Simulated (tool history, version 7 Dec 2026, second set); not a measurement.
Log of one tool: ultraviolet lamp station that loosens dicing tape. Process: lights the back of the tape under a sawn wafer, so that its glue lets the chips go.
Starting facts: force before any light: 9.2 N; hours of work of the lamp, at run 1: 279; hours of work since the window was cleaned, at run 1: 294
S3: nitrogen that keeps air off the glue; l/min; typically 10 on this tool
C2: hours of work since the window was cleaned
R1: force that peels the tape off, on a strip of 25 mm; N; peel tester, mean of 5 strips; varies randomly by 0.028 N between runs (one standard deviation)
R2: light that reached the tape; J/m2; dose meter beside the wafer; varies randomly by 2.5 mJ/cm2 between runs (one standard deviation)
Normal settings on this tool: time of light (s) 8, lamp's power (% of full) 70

Run 1, hour 0.0: usual settings; hours of work of the lamp 279; C2 294. Result: R1 1.730 N, R2 2530 J/m2.
Run 2, hour 20.0: usual settings but S3 5 l/min; hours of work of the lamp 291; C2 307. Result: R1 2.424 N, R2 2540 J/m2.
Run 3, hour 38.2: usual settings but S3 5 l/min; hours of work of the lamp 302; C2 318. Result: R1 2.414 N, R2 2530 J/m2.
Run 4, hour 60.0: usual settings but S3 5 l/min; hours of work of the lamp 316; C2 331. Result: R1 2.474 N, R2 2500 J/m2.
Run 5, hour 86.9: usual settings; hours of work of the lamp 332; C2 348. Result: R1 1.841 N, R2 2470 J/m2.
Run 6, hour 115.5: usual settings; hours of work of the lamp 350; C2 365. Result: R1 1.819 N, R2 2460 J/m2.
Run 7, hour 143.1: usual settings but lamp's power (% of full) 83; hours of work of the lamp 367; C2 382. Result: R1 1.402 N, R2 2910 J/m2.
Run 8, hour 160.2: usual settings but lamp's power (% of full) 83; hours of work of the lamp 378; C2 393. Result: R1 1.382 N, R2 2890 J/m2.
Run 9, hour 180.7: usual settings but lamp's power (% of full) 83; hours of work of the lamp 390; C2 406. Result: R1 1.460 N, R2 2860 J/m2.
Run 10, hour 204.7: usual settings but lamp's power (% of full) 90; hours of work of the lamp 405; C2 420. Result: R1 1.258 N, R2 3070 J/m2.
Run 11, hour 217.2: usual settings but lamp's power (% of full) 90; hours of work of the lamp 413; C2 428. Result: R1 1.287 N, R2 3060 J/m2.
Run 12, hour 241.3: usual settings but lamp's power (% of full) 90; hours of work of the lamp 427; C2 443. Result: R1 1.216 N, R2 3020 J/m2.
Run 13, hour 260.9: usual settings but lamp's power (% of full) 90; hours of work of the lamp 440; C2 455. Result: R1 1.306 N, R2 3100 J/m2.
Run 14, hour 283.3: usual settings but time of light (s) 15; hours of work of the lamp 453; C2 469. Result: R1 0.586 N, R2 4410 J/m2.
Run 15, hour 306.9: usual settings but time of light (s) 15; hours of work of the lamp 468; C2 483. Result: R1 0.591 N, R2 4330 J/m2.
Run 16, hour 321.4: usual settings but time of light (s) 15; hours of work of the lamp 477; C2 492. Result: R1 0.612 N, R2 4370 J/m2.
Run 17, hour 336.5: usual settings but time of light (s) 15, S3 7 l/min; hours of work of the lamp 486; C2 501. Result: R1 0.800 N, R2 4310 J/m2.
Run 18, hour 362.6: usual settings but time of light (s) 15, S3 7 l/min; hours of work of the lamp 502; C2 517. Result: R1 0.824 N, R2 4320 J/m2.
Run 19, hour 381.7: usual settings; hours of work of the lamp 514; C2 529. Result: R1 2.017 N, R2 2270 J/m2.
Run 20, hour 401.0: usual settings; hours of work of the lamp 526; C2 541. Result: R1 2.048 N, R2 2270 J/m2.
At hour 417.4: window cleaned of glue's vapour.
Run 21, hour 428.2: usual settings; hours of work of the lamp 542; C2 7. Result: R1 1.940 N, R2 2390 J/m2.
Run 22, hour 446.5: usual settings but lamp's power (% of full) 74; hours of work of the lamp 553; C2 18. Result: R1 1.771 N, R2 2520 J/m2.
Run 23, hour 460.4: usual settings but time of light (s) 5, lamp's power (% of full) 62, S3 8 l/min; hours of work of the lamp 562; C2 26. Result: R1 4.077 N, R2 1320 J/m2.
Run 24, hour 486.0: usual settings but time of light (s) 6, lamp's power (% of full) 89, S3 3 l/min; hours of work of the lamp 578; C2 42. Result: R1 3.448 N, R2 2270 J/m2.
Run 25, hour 509.6: usual settings but time of light (s) 6, lamp's power (% of full) 89, S3 3 l/min; hours of work of the lamp 592; C2 57. Result: R1 3.432 N, R2 2230 J/m2.
Run 26, hour 531.2: usual settings but time of light (s) 15, lamp's power (% of full) 84, S3 9 l/min; hours of work of the lamp 606; C2 70. Result: R1 0.458 N, R2 5270 J/m2.
Run 27, hour 550.9: usual settings but time of light (s) 15, lamp's power (% of full) 84, S3 9 l/min; hours of work of the lamp 618; C2 82. Result: R1 0.461 N, R2 5250 J/m2.
Run 28, hour 572.9: usual settings but time of light (s) 15, lamp's power (% of full) 84, S3 9 l/min; hours of work of the lamp 631; C2 96. Result: R1 0.466 N, R2 5130 J/m2.
Run 29, hour 587.7: usual settings but time of light (s) 7; hours of work of the lamp 640; C2 105. Result: R1 2.437 N, R2 1990 J/m2.
Run 30, hour 611.6: usual settings but time of light (s) 7; hours of work of the lamp 655; C2 120. Result: R1 2.568 N, R2 1940 J/m2.
Run 31, hour 637.5: usual settings but S3 16 l/min; hours of work of the lamp 671; C2 135. Result: R1 1.713 N, R2 2230 J/m2.
Run 32, hour 663.4: usual settings but time of light (s) 7, lamp's power (% of full) 99, S3 14 l/min; hours of work of the lamp 687; C2 151. Result: R1 1.288 N, R2 2740 J/m2.
Run 33, hour 682.9: usual settings but time of light (s) 4, lamp's power (% of full) 91, S3 5 l/min; hours of work of the lamp 699; C2 163. Result: R1 4.263 N, R2 1430 J/m2.
Run 34, hour 701.5: usual settings but time of light (s) 16, lamp's power (% of full) 64, S3 7 l/min; hours of work of the lamp 710; C2 175. Result: R1 0.924 N, R2 4020 J/m2.
Run 35, hour 724.6: usual settings but lamp's power (% of full) 65, S3 4 l/min; hours of work of the lamp 725; C2 189. Result: R1 3.401 N, R2 1990 J/m2.
Run 36, hour 742.6: usual settings but lamp's power (% of full) 65, S3 4 l/min; hours of work of the lamp 736; C2 200. Result: R1 3.404 N, R2 2040 J/m2.
Run 37, hour 759.3: usual settings but lamp's power (% of full) 65, S3 4 l/min; hours of work of the lamp 746; C2 210. Result: R1 3.362 N, R2 2010 J/m2.
Run 38, hour 773.6: usual settings but time of light (s) 7, S3 7 l/min; hours of work of the lamp 755; C2 219. Result: R1 3.065 N, R2 1850 J/m2.
Run 39, hour 800.0: usual settings but time of light (s) 5, S3 4 l/min; hours of work of the lamp 771; C2 236. Result: R1 4.672 N, R2 1300 J/m2.

Run 40, settings as shown, results not yet in. Your forecast:
Run 40, hour 826.4: usual settings but lamp's power (% of full) 77, S3 6 l/min; hours of work of the lamp 787; C2 252. Result: R1 ?, R2 ?.

Run 40 gave R1 2.540 N, R2 2330 J/m2.
With no hidden state in the tool, this same run would have given R1 1.586 N, R2 3230 J/m2.

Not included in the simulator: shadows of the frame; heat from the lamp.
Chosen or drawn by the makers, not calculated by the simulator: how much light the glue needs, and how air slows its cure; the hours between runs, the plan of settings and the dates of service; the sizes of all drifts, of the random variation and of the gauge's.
